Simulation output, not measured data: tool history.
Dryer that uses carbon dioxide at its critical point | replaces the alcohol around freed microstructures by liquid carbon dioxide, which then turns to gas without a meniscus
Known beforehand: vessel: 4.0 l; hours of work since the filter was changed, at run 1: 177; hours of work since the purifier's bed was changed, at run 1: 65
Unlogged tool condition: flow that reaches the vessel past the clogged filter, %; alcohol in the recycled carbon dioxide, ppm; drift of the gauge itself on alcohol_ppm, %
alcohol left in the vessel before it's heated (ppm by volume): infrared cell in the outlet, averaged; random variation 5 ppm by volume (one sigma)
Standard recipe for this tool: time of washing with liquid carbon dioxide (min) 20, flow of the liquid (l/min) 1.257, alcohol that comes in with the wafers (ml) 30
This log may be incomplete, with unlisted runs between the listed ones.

run	hour	time of washing with liquid carbon dioxide (min)	flow of the liquid (l/min)	alcohol that comes in with the wafers (ml)	hours of work since the filter was changed	hours of work since the purifier's bed was changed	alcohol left in the vessel before it's heated (ppm by volume)
1	0	20	1.257	30	177	65	54
2	18.8	20	1.257	30	190	78	62
3	26.7	20	1.257	49	195	84	80
4	45.7	20	1.257	49	208	97	91
5	57.9	20	1.257	30	217	105	78
6	70.1	20	1.37	69	225	114	88
7	78.4	23	2.06	62	231	120	64
8	94.5	20	1.257	79	242	131	121
9	109.1	20	1.257	79	252	141	135
10	123.8	26	1.257	116	262	151	85

Forecast each of these 3 alternatives for the next run:
A	135.8	20	1.257	26	271	159	?
B	135.8	25	0.9	67	271	159	?
C	135.8	20	0.8	22	271	159	?

run	alcohol left in the vessel before it's heated (ppm by volume)
A	103
B	174
C	215
Without the tool's unlogged condition, the same runs would have read:
run	alcohol left in the vessel before it's heated (ppm by volume)
A	26
B	77
C	116
